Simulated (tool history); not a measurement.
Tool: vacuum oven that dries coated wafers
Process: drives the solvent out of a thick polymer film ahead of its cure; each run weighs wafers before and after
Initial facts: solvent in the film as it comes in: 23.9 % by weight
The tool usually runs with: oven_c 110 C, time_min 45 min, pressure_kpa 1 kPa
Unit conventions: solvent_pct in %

run   hour  oven_c  time_min  pressure_kpa  solvent_pct
  1      0     110        45             1         2.55
  2   27.2     110        45          1.23         2.94
  3   66.4     110        45          1.23         2.97
  4  119.7     110        45          1.23         2.97
  5  177.9     110        45          1.23         2.85
  6  238.4     110        45          1.23         2.92
  7  287.6     110        45          1.23         3.13
  8  351.6     110        45             1         2.59
  9  382.2     110        45             1         2.75
 10  426.1     110        45             1         2.66
 11  490.5     110        45             1         2.72
 12  543.2     110        45             1         2.79
 13    585     110        62             1         2.31
     608.6  -- oven's thermocouples calibrated
 14  627.2     110        60             1         2.23
 15  674.1      96        45          2.39        10.61
 16  711.5     116        45          2.81          4.1
 17  757.7     116        45          2.81         4.02
 18  792.8     123        76             1         1.38
 19  821.6     101        29          0.77         7.64
 20  886.9     101        29          0.77         7.78
 21  927.4     102        29          0.58         6.98

How would selected steps in solvent_pct from run to run divide? Give the signed amount a tool lacking its hidden state would still show from settings, what came in and random variation, and the signed amount left for the hidden state, including any gauge scatter that is not in both of the compared results.
The tool's hidden condition here consists of: true wafer temperature over the reading, C; true pressure over the reading, kPa; drift of the gauge itself on solvent_pct, %.
Run 14 -> 15: oven_c 110 -> 96, time_min 60 -> 45, pressure_kpa 1 -> 2.39. solvent_pct +8.38 %: hidden state +0.08, all else +8.3.
Run 15 -> 16: oven_c 96 -> 116, pressure_kpa 2.39 -> 2.81. solvent_pct -6.51 %: hidden state -0.16, all else -6.35.
Run 18 -> 19: oven_c 123 -> 101, time_min 76 -> 29, pressure_kpa 1 -> 0.77. solvent_pct +6.26 %: hidden state +0.15, all else +6.11.

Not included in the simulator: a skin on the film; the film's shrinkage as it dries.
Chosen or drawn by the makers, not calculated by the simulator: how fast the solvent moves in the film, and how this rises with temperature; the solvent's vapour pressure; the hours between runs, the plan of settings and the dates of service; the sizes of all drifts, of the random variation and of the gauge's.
